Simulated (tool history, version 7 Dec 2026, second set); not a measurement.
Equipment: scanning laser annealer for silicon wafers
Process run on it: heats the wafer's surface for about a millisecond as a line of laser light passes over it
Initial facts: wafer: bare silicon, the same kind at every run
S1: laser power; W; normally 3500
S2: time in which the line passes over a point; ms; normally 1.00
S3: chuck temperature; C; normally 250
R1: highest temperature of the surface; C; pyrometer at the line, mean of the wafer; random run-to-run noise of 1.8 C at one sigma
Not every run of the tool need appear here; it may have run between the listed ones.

| run | hour | S1 | S2 | S3 | R1 |
|---|---|---|---|---|---|
| 1 | 0.0 | 3500 | 1.00 | 250 | 944 |
| 2 | 12.0 | 3500 | 1.00 | 250 | 944 |
| 3 | 28.6 | 3500 | 1.00 | 250 | 942 |
| 4 | 53.1 | 3500 | 1.00 | 250 | 939 |
| 5 | 63.9 | 3500 | 1.00 | 250 | 941 |
| 6 | 89.5 | 3500 | 1.00 | 250 | 941 |
| 7 | 100.5 | 3757 | 1.00 | 250 | 986 |
| 8 | 125.2 | 3500 | 1.00 | 250 | 937 |
| 9 | 138.4 | 3500 | 1.00 | 235 | 923 |
| 10 | 150.6 | 3500 | 1.00 | 235 | 924 |
| 11 | 163.3 | 3500 | 1.00 | 250 | 940 |
| 12 | 176.8 | 3500 | 1.00 | 250 | 937 |
| 13 | 198.4 | 3500 | 1.00 | 250 | 938 |
| 14 | 209.9 | 3390 | 1.00 | 250 | 916 |
| 15 | 223.0 | 3390 | 1.00 | 250 | 915 |
| 16 | 245.6 | 3500 | 1.00 | 250 | 936 |
| 17 | 267.3 | 3500 | 1.00 | 250 | 933 |
| 18 | 285.3 | 3500 | 1.00 | 250 | 933 |
| 19 | 306.9 | 3500 | 1.00 | 250 | 932 |
| 20 | 322.5 | 3500 | 1.11 | 250 | 969 |
| 21 | 340.1 | 3224 | 1.01 | 250 | 888 |
|  | 347.9 | optics aligned, line set to its width |
| 22 | 355.7 | 3060 | 1.15 | 250 | 903 |
| 23 | 375.8 | 3500 | 0.87 | 232 | 876 |
| 24 | 400.2 | 3500 | 0.87 | 232 | 874 |
| 25 | 413.5 | 3500 | 0.78 | 246 | 857 |
| 26 | 431.2 | 3778 | 0.89 | 237 | 932 |
| 27 | 456.7 | 3464 | 0.91 | 250 | 898 |
| 28 | 478.3 | 3500 | 0.72 | 250 | 834 |
| 29 | 497.3 | 3500 | 0.72 | 250 | 829 |
| 30 | 511.9 | 3712 | 0.89 | 224 | 905 |
| 31 | 531.7 | 3695 | 1.07 | 224 | 965 |
| 32 | 544.4 | 3159 | 0.75 | 253 | 796 |
| 33 | 567.9 | 3044 | 0.75 | 253 | 773 |
| 34 | 588.6 | 3500 | 1.05 | 250 | 950 |
| 35 | 602.1 | 3607 | 0.98 | 269 | 963 |
| 36 | 620.8 | 3607 | 0.98 | 269 | 962 |
| 37 | 632.7 | 3607 | 0.95 | 220 | 904 |
| 38 | 655.4 | 3607 | 0.95 | 220 | 900 |
| 39 | 677.7 | 3607 | 0.95 | 289 | 967 |
| 40 | 702.1 | 3234 | 0.95 | 250 | 865 |

For some of the steps in R1 from one run to the next: how much would appear even if the tool had no hidden state, given the settings, what came in and random variation, and how much remains for the hidden state plus any gauge scatter that the measured result and the result without hidden state don't share?
Hidden conditions of the tool in this case: light that passes the window, % of a clean one's; laser's true power over the reading, %; width of the line over the set one, %; drift of the gauge itself on peak_c, C.
Run 21 -> 22: S1 3224 -> 3060, S2 1.01 -> 1.15, optics aligned, line set to its width. R1 +15 C: hidden state +7, all else +8.
Run 31 -> 32: S1 3695 -> 3159, S2 1.07 -> 0.75, S3 224 -> 253. R1 -169 C: hidden state +8, all else -177.
Run 33 -> 34: S1 3044 -> 3500, S2 0.75 -> 1.05, S3 253 -> 250. R1 +177 C: hidden state -9, all else +186.
Run 39 -> 40: S1 3607 -> 3234, S3 289 -> 250. R1 -102 C: hidden state +3, all else -105.
